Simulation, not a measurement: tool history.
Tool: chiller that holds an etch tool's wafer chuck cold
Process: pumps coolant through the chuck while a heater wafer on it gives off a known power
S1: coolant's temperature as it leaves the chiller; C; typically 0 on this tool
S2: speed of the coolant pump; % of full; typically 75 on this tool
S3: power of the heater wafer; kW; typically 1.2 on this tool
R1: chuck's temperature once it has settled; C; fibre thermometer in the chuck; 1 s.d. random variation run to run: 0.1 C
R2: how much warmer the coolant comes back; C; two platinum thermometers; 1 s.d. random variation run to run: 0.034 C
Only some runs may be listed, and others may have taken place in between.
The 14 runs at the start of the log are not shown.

{"run": 15, "hour": 272.4, "S1": 0, "S2": 91, "S3": 1.2, "R1": 11.7, "R2": 4.2}
{"run": 16, "hour": 304.0, "S1": 0, "S2": 91, "S3": 1.2, "R1": 11.7, "R2": 4.25}
{"run": 17, "hour": 326.7, "S1": -8, "S2": 91, "S3": 1.2, "R1": 3.7, "R2": 4.29}
{"run": 18, "hour": 341.3, "S1": -8, "S2": 93, "S3": 1.701, "R1": 8.2, "R2": 5.89}
{"run": 19, "hour": 359.7, "S1": -7, "S2": 73, "S3": 1.701, "R1": 12.6, "R2": 7.46}
{"run": 20, "hour": 384.5, "S1": -7, "S2": 78, "S3": 0.66, "R1": 0.4, "R2": 2.69}
{"run": 21, "hour": 414.6, "S1": 4, "S2": 69, "S3": 0.755, "R1": 13.2, "R2": 3.48}
{"run": 22, "hour": 431.3, "S1": 4, "S2": 69, "S3": 0.755, "R1": 13.3, "R2": 3.49}
{"run": 23, "hour": 445.8, "S1": 7, "S2": 96, "S3": 1.392, "R1": 19.8, "R2": 4.64}
{"run": 24, "hour": 478.8, "S1": 7, "S2": 75, "S3": 1.581, "R1": 25.1, "R2": 6.71}
{"run": 25, "hour": 508.1, "S1": 0, "S2": 97, "S3": 0.762, "R1": 7.1, "R2": 2.52}
{"run": 26, "hour": 539.9, "S1": 0, "S2": 88, "S3": 0.762, "R1": 8, "R2": 2.79}
{"run": 27, "hour": 560.8, "S1": 3, "S2": 85, "S3": 1.492, "R1": 18.4, "R2": 5.63}
{"run": 28, "hour": 588.2, "S1": 0, "S2": 85, "S3": 1.01, "R1": 10.5, "R2": 3.84}
{"run": 29, "hour": 606.7, "S1": 0, "S2": 85, "S3": 1.01, "R1": 10.6, "R2": 3.84}
{"run": 30, "hour": 637.5, "S1": 10, "S2": 75, "S3": 1.2, "R1": 23.6, "R2": 5.09}
{"run": 31, "hour": 663.3, "S1": 0, "S2": 82, "S3": 0.699, "R1": 7.6, "R2": 2.75}
{"run": 32, "hour": 692.5, "S1": 0, "S2": 75, "S3": 1.134, "R1": 12.9, "R2": 4.8}

Branching from run 32: 4 alternative next runs. What would each branch give?
{"run": "A", "hour": 708.0, "S1": 0, "S2": 86, "S3": 1.2, "R1": "?", "R2": "?"}
{"run": "B", "hour": 708.0, "S1": 1, "S2": 74, "S3": 1.2, "R1": "?", "R2": "?"}
{"run": "C", "hour": 708.0, "S1": 4, "S2": 67, "S3": 0.844, "R1": "?", "R2": "?"}
{"run": "D", "hour": 708.0, "S1": 0, "S2": 75, "S3": 1.665, "R1": "?", "R2": "?"}

run=A R1=12.2 R2=4.44
run=B R1=14.8 R2=5.15
run=C R1=14.5 R2=3.93
run=D R1=18.8 R2=7.11
Without the tool's unlogged condition, the same runs would have read:
run=A R1=10.7 R2=4.41
run=B R1=13.2 R2=5.11
run=C R1=13.2 R2=3.9
run=D R1=16.7 R2=7.05
